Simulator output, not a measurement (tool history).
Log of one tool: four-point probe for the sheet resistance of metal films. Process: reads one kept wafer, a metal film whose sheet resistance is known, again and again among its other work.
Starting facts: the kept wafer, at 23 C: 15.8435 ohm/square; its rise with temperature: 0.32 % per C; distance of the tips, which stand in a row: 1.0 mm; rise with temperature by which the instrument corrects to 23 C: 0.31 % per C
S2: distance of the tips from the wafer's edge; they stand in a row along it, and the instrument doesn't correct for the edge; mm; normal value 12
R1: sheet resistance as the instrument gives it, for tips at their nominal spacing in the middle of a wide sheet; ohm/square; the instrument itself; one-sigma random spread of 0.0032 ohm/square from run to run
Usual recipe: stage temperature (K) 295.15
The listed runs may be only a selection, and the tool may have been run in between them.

{"run": 1, "day": 0.0, "stage temperature (K)": 295.15, "S2": 12, "R1": 15.971725}
{"run": 2, "day": 1.804, "stage temperature (K)": 295.15, "S2": 12, "R1": 15.972038}
{"run": 3, "day": 5.296, "stage temperature (K)": 295.15, "S2": 12, "R1": 15.978097}
{"run": 4, "day": 8.121, "stage temperature (K)": 301.15, "S2": 12, "R1": 16.000663}
{"run": 5, "day": 9.904, "stage temperature (K)": 301.15, "S2": 12, "R1": 15.997228}
{"run": 6, "day": 13.442, "stage temperature (K)": 301.15, "S2": 12, "R1": 16.003136}
{"run": 7, "day": 16.592, "stage temperature (K)": 301.15, "S2": 12, "R1": 16.011323}
{"run": 8, "day": 19.833, "stage temperature (K)": 301.15, "S2": 12, "R1": 16.017942}
{"run": 9, "day": 21.538, "stage temperature (K)": 301.15, "S2": 12, "R1": 16.017813}
{"run": 10, "day": 24.342, "stage temperature (K)": 301.15, "S2": 7, "R1": 16.139735}
{"day": 26.083, "done": "new probe head fitted"}
{"run": 11, "day": 27.504, "stage temperature (K)": 301.15, "S2": 7, "R1": 16.06225}
{"run": 12, "day": 30.792, "stage temperature (K)": 301.15, "S2": 7, "R1": 16.07142}
{"run": 13, "day": 33.912, "stage temperature (K)": 301.15, "S2": 7, "R1": 16.065907}
{"run": 14, "day": 35.854, "stage temperature (K)": 301.15, "S2": 7, "R1": 16.069313}
{"run": 15, "day": 37.588, "stage temperature (K)": 295.15, "S2": 7, "R1": 16.065379}
{"run": 16, "day": 41.083, "stage temperature (K)": 295.15, "S2": 7, "R1": 16.067117}
{"run": 17, "day": 44.433, "stage temperature (K)": 308.15, "S2": 19, "R1": 15.957276}
{"run": 18, "day": 47.812, "stage temperature (K)": 300.15, "S2": 30, "R1": 15.928101}

4 options for the next run, each taken on its own from the tool as it stands now. Forecast them:
{"run": "A", "day": 50.129, "stage temperature (K)": 305.15, "S2": 24, "R1": "?"}
{"run": "B", "day": 50.129, "stage temperature (K)": 294.15, "S2": 5, "R1": "?"}
{"run": "C", "day": 50.129, "stage temperature (K)": 304.15, "S2": 40, "R1": "?"}
{"run": "D", "day": 50.129, "stage temperature (K)": 293.15, "S2": 74, "R1": "?"}

run=A R1=15.954165
run=B R1=16.247638
run=C R1=15.939248
run=D R1=15.905232
With the hidden condition removed and each run's random variation left untouched, the same runs would have given:
run=A R1=15.883119
run=B R1=16.176173
run=C R1=15.868329
run=D R1=15.835191

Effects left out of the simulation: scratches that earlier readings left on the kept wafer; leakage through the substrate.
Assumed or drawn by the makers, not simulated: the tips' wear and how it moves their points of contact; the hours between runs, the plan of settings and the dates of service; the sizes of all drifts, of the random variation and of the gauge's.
